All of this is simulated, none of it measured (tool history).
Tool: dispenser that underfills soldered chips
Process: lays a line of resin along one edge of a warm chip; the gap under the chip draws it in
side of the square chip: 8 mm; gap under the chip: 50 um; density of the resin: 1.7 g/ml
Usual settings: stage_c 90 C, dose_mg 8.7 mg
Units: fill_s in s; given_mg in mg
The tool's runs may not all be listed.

run	hour	stage_c	dose_mg	fill_s	given_mg
1	0	90	8.7	111.4	8.36
2	4	86	8.7	144	8.43
# hour 6.1: new syringe of resin
3	6.9	86	9.4	101.3	9.08
4	12.9	90	8.7	105.7	8.35
5	18	90	8.7	123.6	8.37
# hour 21.1: new syringe of resin
6	23.3	90	7.85	92.8	7.58
7	27.7	90	7.85	108.1	7.42
8	31	90	7.85	119.3	7.5
9	34.5	97	8.39	101.5	8.01
# hour 35.6: new syringe of resin
10	38.7	91	11.03	90.6	10.5
11	43	81	8.41	146.9	7.89
12	48.1	82	7.97	169.1	7.57
# hour 50.5: new syringe of resin
13	51.7	90	9.44	90.9	8.82
14	57	83	8.7	136.7	8.08
# hour 58.3: dispensing valve cleaned and set on the balance
15	63.9	90	7.96	127.5	7.89
# hour 66.4: new syringe of resin
16	68.1	90	7.96	91.2	7.8

4 ways to go on from here, each from the tool as it stands after run 16. What would each give?
A	72.8	84	9.36	?	?
B	72.8	84	9.11	?	?
C	72.8	88	8.57	?	?
D	72.8	81	7.43	?	?

run	fill_s	given_mg
A	124.3	9.23
B	125.9	9.1
C	111.5	8.5
D	145.1	7.32
Without the tool's hidden state the same runs would have given:
run	fill_s	given_mg
A	104.9	9.32
B	106.2	9.18
C	94	8.58
D	122.4	7.39
